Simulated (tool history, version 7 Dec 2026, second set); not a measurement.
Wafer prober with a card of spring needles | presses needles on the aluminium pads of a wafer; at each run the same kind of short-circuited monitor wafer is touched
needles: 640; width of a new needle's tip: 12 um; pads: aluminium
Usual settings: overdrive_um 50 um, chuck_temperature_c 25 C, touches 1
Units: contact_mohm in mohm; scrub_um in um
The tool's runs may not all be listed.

| run | hour | overdrive_um | chuck_temperature_c | touches | contact_mohm | scrub_um |
|---|---|---|---|---|---|---|
| 1 | 0.0 | 50 | 25 | 1 | 197 | 9.06 |
| 2 | 6.6 | 50 | 25 | 1 | 250 | 9.01 |
| 3 | 12.3 | 50 | 25 | 1 | 266 | 8.99 |
| 4 | 18.7 | 50 | 25 | 1 | 209 | 8.98 |
| 5 | 27.8 | 50 | 27 | 1 | 262 | 8.99 |
| 6 | 36.4 | 50 | 27 | 1 | 196 | 8.97 |
| 7 | 46.4 | 50 | 25 | 1 | 262 | 8.98 |
| 8 | 52.2 | 50 | 25 | 1 | 162 | 8.99 |
| 9 | 63.5 | 50 | 25 | 3 | 190 | 8.97 |
| 10 | 75.1 | 50 | 25 | 1 | 223 | 8.97 |
| 11 | 80.9 | 50 | 25 | 1 | 261 | 8.97 |
| 12 | 86.5 | 50 | 25 | 1 | 268 | 8.97 |
| 13 | 97.8 | 50 | 25 | 1 | 255 | 8.94 |
| 14 | 106.5 | 50 | 51 | 1 | 274 | 8.97 |
| 15 | 113.8 | 50 | 25 | 1 | 243 | 8.95 |
| 16 | 120.0 | 50 | 25 | 1 | 265 | 8.95 |
| 17 | 127.1 | 50 | 25 | 1 | 185 | 8.97 |
| 18 | 133.3 | 39 | 54 | 2 | 243 | 6.96 |
| 19 | 139.8 | 39 | 54 | 2 | 257 | 6.91 |
| 20 | 146.6 | 39 | 54 | 2 | 215 | 6.97 |
| 21 | 153.8 | 55 | 43 | 2 | 215 | 9.86 |
| 22 | 161.0 | 55 | 28 | 1 | 263 | 9.84 |
| 23 | 167.4 | 54 | 29 | 2 | 202 | 9.65 |
| 24 | 174.3 | 42 | 35 | 2 | 245 | 7.46 |
| 25 | 180.3 | 42 | 35 | 2 | 163 | 7.46 |
| 26 | 185.3 | 41 | 64 | 2 | 226 | 7.25 |
| 27 | 191.9 | 47 | 49 | 2 | 230 | 8.40 |
| 28 | 202.8 | 47 | 73 | 1 | 248 | 8.39 |
| 29 | 211.9 | 40 | 103 | 2 | 260 | 7.09 |
| 30 | 219.1 | 48 | 76 | 2 | 199 | 8.56 |
| 31 | 228.4 | 50 | 76 | 1 | 272 | 8.89 |
| 32 | 236.9 | 31 | 26 | 2 | 237 | 5.42 |
| 33 | 245.0 | 50 | 25 | 3 | 191 | 8.87 |
| 34 | 252.1 | 50 | 25 | 3 | 151 | 8.85 |

Not shown: 14 entries that the log had between the listed runs. Between which runs, and how does the tool's hidden state differ before and after?
Between runs 3 and 4: tips cleaned on abrasive film (hour 16.1)
  debris on the tips, nm: 204 -> 100.9; way that the needles fall short of the set height, um: 0.37 -> 0.43; tips' diameter, um: 12.13 -> 12.15
  measured less the result without the state, contact_mohm: +116 -> +58 mohm; scrub_um: -0.07 -> -0.08 um
Between runs 5 and 6: tips cleaned on abrasive film (hour 34.1)
  debris on the tips, nm: 197.4 -> 84.2; way that the needles fall short of the set height, um: 0.43 -> 0.47; tips' diameter, um: 12.15 -> 12.16
  measured less the result without the state, contact_mohm: +113 -> +47 mohm; scrub_um: -0.08 -> -0.09 um
Between runs 7 and 8: tips cleaned on abrasive film (hour 52.1)
  debris on the tips, nm: 199.4 -> 18.4; way that the needles fall short of the set height, um: 0.47 -> 0.51; tips' diameter, um: 12.16 -> 12.18
  measured less the result without the state, contact_mohm: +113 -> +10 mohm; scrub_um: -0.08 -> -0.09 um
Between runs 9 and 10: tips cleaned on abrasive film (hour 70.7)
  debris on the tips, nm: 198.9 -> 133.3; way that the needles fall short of the set height, um: 0.51 -> 0.55; tips' diameter, um: 12.18 -> 12.19
  measured less the result without the state, contact_mohm: +41 -> +76 mohm; scrub_um: -0.09 -> -0.10 um
Between runs 12 and 13: tips cleaned on abrasive film (hour 89.0)
  debris on the tips, nm: 206.6 -> 183.2; way that the needles fall short of the set height, um: 0.55 -> 0.6; tips' diameter, um: 12.19 -> 12.21
  measured less the result without the state, contact_mohm: +118 -> +105 mohm; scrub_um: -0.10 -> -0.11 um
Between runs 14 and 15: tips cleaned on abrasive film (hour 107.6)
  debris on the tips, nm: 209 -> 165.4; way that the needles fall short of the set height, um: 0.6 -> 0.66; tips' diameter, um: 12.21 -> 12.23
  measured less the result without the state, contact_mohm: +120 -> +95 mohm; scrub_um: -0.11 -> -0.11 um
Between runs 16 and 17: tips cleaned on abrasive film (hour 125.9)
  debris on the tips, nm: 201.3 -> 62; way that the needles fall short of the set height, um: 0.66 -> 0.71; tips' diameter, um: 12.23 -> 12.25
  measured less the result without the state, contact_mohm: +116 -> +36 mohm; scrub_um: -0.12 -> -0.12 um
Between runs 19 and 20: tips cleaned on abrasive film (hour 143.8)
  debris on the tips, nm: 205 -> 116.1; way that the needles fall short of the set height, um: 0.71 -> 0.75; tips' diameter, um: 12.25 -> 12.26
  measured less the result without the state, contact_mohm: +101 -> +58 mohm; scrub_um: -0.13 -> -0.14 um
Between runs 22 and 23: tips cleaned on abrasive film (hour 162.0)
  debris on the tips, nm: 210.4 -> 156.5; way that the needles fall short of the set height, um: 0.75 -> 0.81; tips' diameter, um: 12.26 -> 12.28
  measured less the result without the state, contact_mohm: +113 -> +51 mohm; scrub_um: -0.13 -> -0.14 um
Between runs 24 and 25: tips cleaned on abrasive film (hour 179.8)
  debris on the tips, nm: 201.3 -> 25.7; way that the needles fall short of the set height, um: 0.81 -> 0.86; tips' diameter, um: 12.28 -> 12.3
  measured less the result without the state, contact_mohm: +93 -> +12 mohm; scrub_um: -0.14 -> -0.16 um
Between runs 27 and 28: tips cleaned on abrasive film (hour 197.7)
  debris on the tips, nm: 199.1 -> 147.1; way that the needles fall short of the set height, um: 0.86 -> 0.91; tips' diameter, um: 12.3 -> 12.32
  measured less the result without the state, contact_mohm: +75 -> +89 mohm; scrub_um: -0.15 -> -0.16 um
Between runs 29 and 30: tips cleaned on abrasive film (hour 216.0)
  debris on the tips, nm: 204.6 -> 113.9; way that the needles fall short of the set height, um: 0.91 -> 0.96; tips' diameter, um: 12.32 -> 12.34
  measured less the result without the state, contact_mohm: +93 -> +40 mohm; scrub_um: -0.17 -> -0.17 um
Between runs 31 and 32: tips cleaned on abrasive film (hour 234.3)
  debris on the tips, nm: 199.9 -> 101.6; way that the needles fall short of the set height, um: 0.96 -> 1.01; tips' diameter, um: 12.34 -> 12.35
  measured less the result without the state, contact_mohm: +113 -> +81 mohm; scrub_um: -0.17 -> -0.18 um
Between runs 33 and 34: tips cleaned on abrasive film (hour 252.1)
  debris on the tips, nm: 193.9 -> 18.6; way that the needles fall short of the set height, um: 1.01 -> 1.05; tips' diameter, um: 12.35 -> 12.37
  measured less the result without the state, contact_mohm: +41 -> +4 mohm; scrub_um: -0.18 -> -0.19 um

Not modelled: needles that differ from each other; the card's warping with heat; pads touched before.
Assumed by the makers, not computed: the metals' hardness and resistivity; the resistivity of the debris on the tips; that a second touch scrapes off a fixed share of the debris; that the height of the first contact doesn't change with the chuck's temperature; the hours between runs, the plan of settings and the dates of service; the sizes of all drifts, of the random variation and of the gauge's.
